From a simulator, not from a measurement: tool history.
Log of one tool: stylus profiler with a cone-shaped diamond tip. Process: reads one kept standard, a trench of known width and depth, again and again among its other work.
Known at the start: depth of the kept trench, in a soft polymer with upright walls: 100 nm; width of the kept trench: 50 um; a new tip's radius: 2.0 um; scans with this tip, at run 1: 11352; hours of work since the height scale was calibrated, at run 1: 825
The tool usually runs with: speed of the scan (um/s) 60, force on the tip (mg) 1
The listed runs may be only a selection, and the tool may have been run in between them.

run	hour	speed of the scan (um/s)	force on the tip (mg)	scans with this tip	hours of work since the height scale was calibrated	depth of the trench (Å)	width of the trench's floor (µm)
1	0	60	1	11352	825	1008.4	48.17
2	16.2	60	1	11520	837	1008.3	48.18
3	34.5	17	1	11710	851	1008.8	48.57
4	58.9	17	1	11964	870	1009.5	48.6
5	78.3	17	1	12166	884	1008.7	48.61
6	102	17	1	12412	902	1009.5	48.55
7	128	17	1	12682	922	1008.3	48.57
8	147.9	17	1	12890	937	1008.9	48.62
9	170.4	17	1	13123	954	1008.5	48.56
10	186.5	60	0.76	13290	966	1006.7	48.03
11	204.8	60	0.76	13481	980	1007.1	48.03
12	221.5	60	1.22	13654	993	1010	48.19
13	236.5	60	1.22	13810	1004	1010.4	48.22
14	250.9	60	1	13960	1015	1008.4	48.2
15	273.6	60	1	14196	1032	1009.2	48.16
16	288.8	60	1	14354	1043	1009.1	48.2
17	306.7	60	1	14540	1057	1009.3	48.12
18	323.5	60	1	14714	1070	1008.5	48.19
19	337.8	60	2.19	14864	1080	1014.5	48.37
20	362.8	60	2.19	15123	1099	1015.2	48.31
21	384.8	60	2.19	15351	1116	1014.7	48.32
22	401.3	60	2.19	15523	1128	1014.9	48.4
23	424.6	60	1.54	15765	1146	1011.8	48.3
24	439.6	38	1.92	15922	1157	1013.2	48.53
25	462	38	1.92	16154	1174	1013.7	48.45
26	485.1	38	1.92	16394	1192	1013.9	48.4
27	511.4	60	1.16	16667	1212	1009.6	48.18
28	531	89	1.33	16871	1226	1010.7	48.09
29	559.8	89	1.33	17170	1248	1010.6	48.01
30	586.1	22	1	17444	1268	1009.3	48.53
31	598.2	44	0.51	17570	1277	1005.5	48.13
32	610.1	48	0.35	17693	1286	1003.9	47.96
33	631.1	48	0.35	17912	1302	1004.5	47.95
34	646.8	66	2.33	18075	1314	1016.1	48.33
35	668.5	60	2.37	18301	1330	1015.6	48.35
36	696	231	0.39	18586	1351	1004.6	45.25
37	721.1	25	0.98	18848	1370	1008.8	48.46
38	738.2	40	1.15	19025	1383	1009.5	48.41
39	753.4	40	1.15	19183	1394	1010.4	48.36
40	775.1	40	1.15	19408	1411	1010	48.36
41	792.9	40	1.15	19593	1424	1009.9	48.34
42	811.9	40	1.15	19791	1439	1009.5	48.34
43	833.2	40	1.15	20012	1455	1009.5	48.34
# hour 850.2: new tip fitted, height scale calibrated
44	855.2	25	0.99	51	4	1009	48.53
45	868.7	26	2.66	192	14	1016.7	48.57
46	895.6	63	0.64	472	34	1007.3	47.94

Branching from run 46: 4 alternative next runs. What would each branch give?
A	917.3	21	2.8	697	51	?	?
B	917.3	48	0.67	697	51	?	?
C	917.3	130	2.75	697	51	?	?
D	917.3	93	1.29	697	51	?	?

run	depth of the trench (Å)	width of the trench's floor (µm)
A	1018.1	48.65
B	1006.7	48.26
C	1017.3	48.02
D	1010.4	48
What these runs would have given with no unlogged condition in the tool:
run	depth of the trench (Å)	width of the trench's floor (µm)
A	1018.1	48.65
B	1006.7	48.26
C	1017.3	48.02
D	1010.4	48
